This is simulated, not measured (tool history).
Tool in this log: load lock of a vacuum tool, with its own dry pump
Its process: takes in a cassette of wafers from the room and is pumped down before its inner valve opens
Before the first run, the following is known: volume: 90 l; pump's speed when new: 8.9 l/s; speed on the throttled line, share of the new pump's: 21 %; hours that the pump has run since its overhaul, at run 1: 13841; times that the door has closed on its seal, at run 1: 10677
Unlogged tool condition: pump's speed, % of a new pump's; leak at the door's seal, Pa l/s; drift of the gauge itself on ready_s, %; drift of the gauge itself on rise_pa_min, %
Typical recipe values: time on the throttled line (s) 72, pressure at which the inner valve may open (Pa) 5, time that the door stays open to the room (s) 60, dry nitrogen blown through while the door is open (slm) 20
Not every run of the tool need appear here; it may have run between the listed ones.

| run | hour | time on the throttled line (s) | pressure at which the inner valve may open (Pa) | time that the door stays open to the room (s) | dry nitrogen blown through while the door is open (slm) | hours that the pump has run since its overhaul | times that the door has closed on its seal | incoming humidity of the room's air, % | time from the closed door until the inner valve may open (s) | rise of the pressure with all valves shut (Pa/min) |
|---|---|---|---|---|---|---|---|---|---|---|
| 1 | 0.0 | 72 | 5 | 60 | 20 | 13841 | 10677 | 46.0 | 158.4 | 0.020 |
| 2 | 206.6 | 72 | 5 | 60 | 20 | 14048 | 11173 | 43.8 | 156.5 | 0.016 |
| 3 | 415.4 | 72 | 5 | 60 | 20 | 14257 | 11675 | 45.2 | 158.4 | 0.021 |
| 4 | 586.5 | 72 | 5 | 60 | 20 | 14428 | 12086 | 47.9 | 157.7 | 0.021 |
| 5 | 706.4 | 72 | 10 | 60 | 20 | 14548 | 12374 | 49.4 | 149.5 | 0.020 |
| 6 | 887.1 | 72 | 10 | 60 | 20 | 14728 | 12808 | 46.2 | 152.1 | 0.017 |
| 7 | 988.8 | 71 | 5 | 60 | 20 | 14830 | 13052 | 45.0 | 157.7 | 0.020 |
| 8 | 1120.9 | 72 | 5 | 60 | 20 | 14962 | 13370 | 40.7 | 159.4 | 0.018 |
| 9 | 1289.1 | 72 | 5 | 60 | 20 | 15130 | 13774 | 42.7 | 157.5 | 0.017 |
| 10 | 1471.8 | 72 | 5 | 60 | 20 | 15313 | 14213 | 48.7 | 156.5 | 0.022 |
| 11 | 1667.9 | 72 | 5 | 60 | 12 | 15509 | 14684 | 46.5 | 156.7 | 0.021 |
| 12 | 1834.9 | 72 | 5 | 60 | 12 | 15676 | 15085 | 45.4 | 158.3 | 0.024 |
| 13 | 2069.6 | 72 | 5 | 60 | 12 | 15911 | 15649 | 44.4 | 158.2 | 0.024 |
| 14 | 2247.3 | 72 | 5 | 60 | 20 | 16089 | 16076 | 44.3 | 156.9 | 0.017 |
| 15 | 2485.7 | 72 | 5 | 60 | 20 | 16327 | 16649 | 43.5 | 156.7 | 0.023 |
| 16 | 2717.0 | 72 | 5 | 60 | 20 | 16558 | 17205 | 47.1 | 157.5 | 0.023 |
| 17 | 2876.9 | 137 | 5 | 60 | 20 | 16718 | 17589 | 46.9 | 208.3 | 0.025 |
| 18 | 3039.6 | 72 | 5 | 31 | 20 | 16881 | 17980 | 40.6 | 157.2 | 0.011 |
| 19 | 3185.3 | 72 | 5 | 31 | 20 | 17027 | 18330 | 42.6 | 156.5 | 0.011 |
|  | 3229.6 | dry pump taken out, an overhauled one fitted |
| 20 | 3309.2 | 72 | 5 | 31 | 20 | 80 | 18613 | 44.8 | 157.1 | 0.014 |
| 21 | 3460.4 | 70 | 5 | 31 | 20 | 231 | 18976 | 47.7 | 157.3 | 0.021 |
| 22 | 3603.5 | 90 | 7 | 31 | 20 | 374 | 19320 | 41.9 | 168.8 | 0.011 |
| 23 | 3716.3 | 90 | 7 | 31 | 20 | 487 | 19591 | 47.8 | 168.4 | 0.014 |
| 24 | 3902.4 | 69 | 7 | 217 | 25 | 673 | 20038 | 45.8 | 150.8 | 0.034 |
| 25 | 4067.6 | 72 | 9 | 60 | 29 | 838 | 20435 | 44.9 | 151.9 | 0.016 |
| 26 | 4207.7 | 72 | 6 | 60 | 37 | 978 | 20772 | 47.5 | 155.5 | 0.013 |
| 27 | 4349.0 | 138 | 5 | 60 | 5 | 1119 | 21111 | 49.4 | 209.7 | 0.027 |
| 28 | 4577.8 | 123 | 5 | 114 | 20 | 1348 | 21661 | 45.8 | 196.2 | 0.029 |
| 29 | 4700.0 | 134 | 8 | 168 | 20 | 1470 | 21954 | 42.8 | 201.2 | 0.034 |
| 30 | 4928.5 | 134 | 8 | 75 | 6 | 1699 | 22504 | 40.6 | 200.9 | 0.029 |
| 31 | 5146.0 | 72 | 5 | 55 | 14 | 1916 | 23026 | 45.5 | 157.4 | 0.023 |
| 32 | 5360.1 | 72 | 4 | 99 | 6 | 2131 | 23540 | 43.6 | 158.1 | 0.031 |
| 33 | 5461.5 | 72 | 4 | 48 | 36 | 2232 | 23784 | 44.8 | 159.5 | 0.010 |
| 34 | 5596.2 | 103 | 9 | 62 | 9 | 2367 | 24108 | 42.0 | 175.5 | 0.025 |
| 35 | 5753.2 | 50 | 5 | 149 | 20 | 2524 | 24485 | 47.1 | 140.0 | 0.031 |
| 36 | 5885.4 | 117 | 5 | 60 | 20 | 2656 | 24802 | 45.0 | 194.5 | 0.016 |
| 37 | 6072.2 | 117 | 5 | 60 | 20 | 2843 | 25251 | 49.5 | 193.6 | 0.023 |
| 38 | 6174.8 | 72 | 9 | 60 | 33 | 2945 | 25498 | 41.1 | 150.7 | 0.016 |

3 options for the next run, each taken on its own from the tool as it stands now. Forecast them:
| A | 6294.9 | 64 | 9 | 36 | 30 | 3065 | 25786 | 43.8 | ? | ? |
| B | 6294.9 | 95 | 8 | 60 | 38 | 3065 | 25786 | 47.0 | ? | ? |
| C | 6294.9 | 72 | 4 | 31 | 20 | 3065 | 25786 | 46.7 | ? | ? |

| run | time from the closed door until the inner valve may open (s) | rise of the pressure with all valves shut (Pa/min) |
|---|---|---|
| A | 144.6 | 0.015 |
| B | 169.3 | 0.021 |
| C | 160.3 | 0.016 |
With the hidden condition removed and each run's random variation left untouched, the same runs would have given:
| run | time from the closed door until the inner valve may open (s) | rise of the pressure with all valves shut (Pa/min) |
|---|---|---|
| A | 144.6 | 0.014 |
| B | 169.3 | 0.020 |
| C | 160.3 | 0.016 |
